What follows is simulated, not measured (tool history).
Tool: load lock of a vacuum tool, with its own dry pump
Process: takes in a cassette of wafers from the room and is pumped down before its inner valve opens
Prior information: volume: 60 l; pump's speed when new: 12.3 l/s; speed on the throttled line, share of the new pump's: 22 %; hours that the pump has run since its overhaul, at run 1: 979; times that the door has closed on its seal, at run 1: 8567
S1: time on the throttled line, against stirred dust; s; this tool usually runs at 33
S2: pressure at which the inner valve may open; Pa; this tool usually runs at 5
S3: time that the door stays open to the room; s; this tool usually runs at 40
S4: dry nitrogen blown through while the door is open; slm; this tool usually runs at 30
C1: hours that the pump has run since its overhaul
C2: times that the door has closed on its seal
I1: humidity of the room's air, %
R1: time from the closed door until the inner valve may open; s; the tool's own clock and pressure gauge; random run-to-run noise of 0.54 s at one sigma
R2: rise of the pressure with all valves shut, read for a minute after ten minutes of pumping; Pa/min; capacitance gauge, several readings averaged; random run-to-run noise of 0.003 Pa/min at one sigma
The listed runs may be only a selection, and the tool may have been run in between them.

Run 1, hour 0.0: usual settings; C1 979; C2 8567; I1 43.0. Result: R1 74.8 s, R2 0.055 Pa/min.
Run 2, hour 95.0: usual settings; C1 1074; C2 8733; I1 44.0. Result: R1 75.1 s, R2 0.060 Pa/min.
Run 3, hour 187.5: usual settings; C1 1167; C2 8895; I1 46.0. Result: R1 74.7 s, R2 0.058 Pa/min.
Run 4, hour 331.7: usual settings; C1 1311; C2 9147; I1 47.7. Result: R1 75.5 s, R2 0.061 Pa/min.
Run 5, hour 434.7: usual settings but S1 26 s; C1 1414; C2 9327; I1 43.8. Result: R1 69.3 s, R2 0.063 Pa/min.
Run 6, hour 516.1: usual settings but S1 26 s; C1 1496; C2 9469; I1 42.9. Result: R1 69.8 s, R2 0.060 Pa/min.
Run 7, hour 657.4: usual settings but S1 26 s; C1 1637; C2 9716; I1 42.7. Result: R1 69.2 s, R2 0.062 Pa/min.
Run 8, hour 797.6: usual settings but S1 26 s; C1 1777; C2 9961; I1 44.6. Result: R1 68.9 s, R2 0.066 Pa/min.
Run 9, hour 889.1: usual settings but S1 58 s, S3 56 s, S4 11 slm; C1 1869; C2 10121; I1 43.2. Result: R1 95.2 s, R2 0.080 Pa/min.
Run 10, hour 1013.8: usual settings but S4 6 slm; C1 1993; C2 10339; I1 47.4. Result: R1 75.2 s, R2 0.078 Pa/min.
Run 11, hour 1127.6: usual settings but S4 6 slm; C1 2107; C2 10538; I1 46.5. Result: R1 75.0 s, R2 0.086 Pa/min.
Run 12, hour 1227.0: usual settings but S4 6 slm; C1 2206; C2 10712; I1 48.4. Result: R1 76.3 s, R2 0.085 Pa/min.
Run 13, hour 1307.6: usual settings but S3 162 s; C1 2287; C2 10852; I1 45.0. Result: R1 76.1 s, R2 0.086 Pa/min.
Run 14, hour 1400.0: usual settings but S1 26 s, S2 6 Pa, S3 214 s; C1 2379; C2 11014; I1 42.7. Result: R1 70.0 s, R2 0.083 Pa/min.
Run 15, hour 1481.2: usual settings but S1 23 s, S3 26 s; C1 2461; C2 11156; I1 47.1. Result: R1 68.5 s, R2 0.074 Pa/min.

For some of the steps in R1 from one run to the next: how much would appear even if the tool had no hidden state, given the settings, what came in and random variation, and how much remains for the hidden state plus any gauge scatter that the measured result and the result without hidden state don't share?
The tool's hidden condition here consists of: pump's speed, % of a new pump's; leak at the door's seal, Pa l/s; drift of the gauge itself on ready_s, %; drift of the gauge itself on rise_pa_min, %.
Run 4 -> 5: S1 33 -> 26. R1 -6.2 s: hidden state +0.2, all else -6.4.
Run 8 -> 9: S1 26 -> 58, S3 40 -> 56, S4 30 -> 11. R1 +26.3 s: hidden state -0.1, all else +26.4.
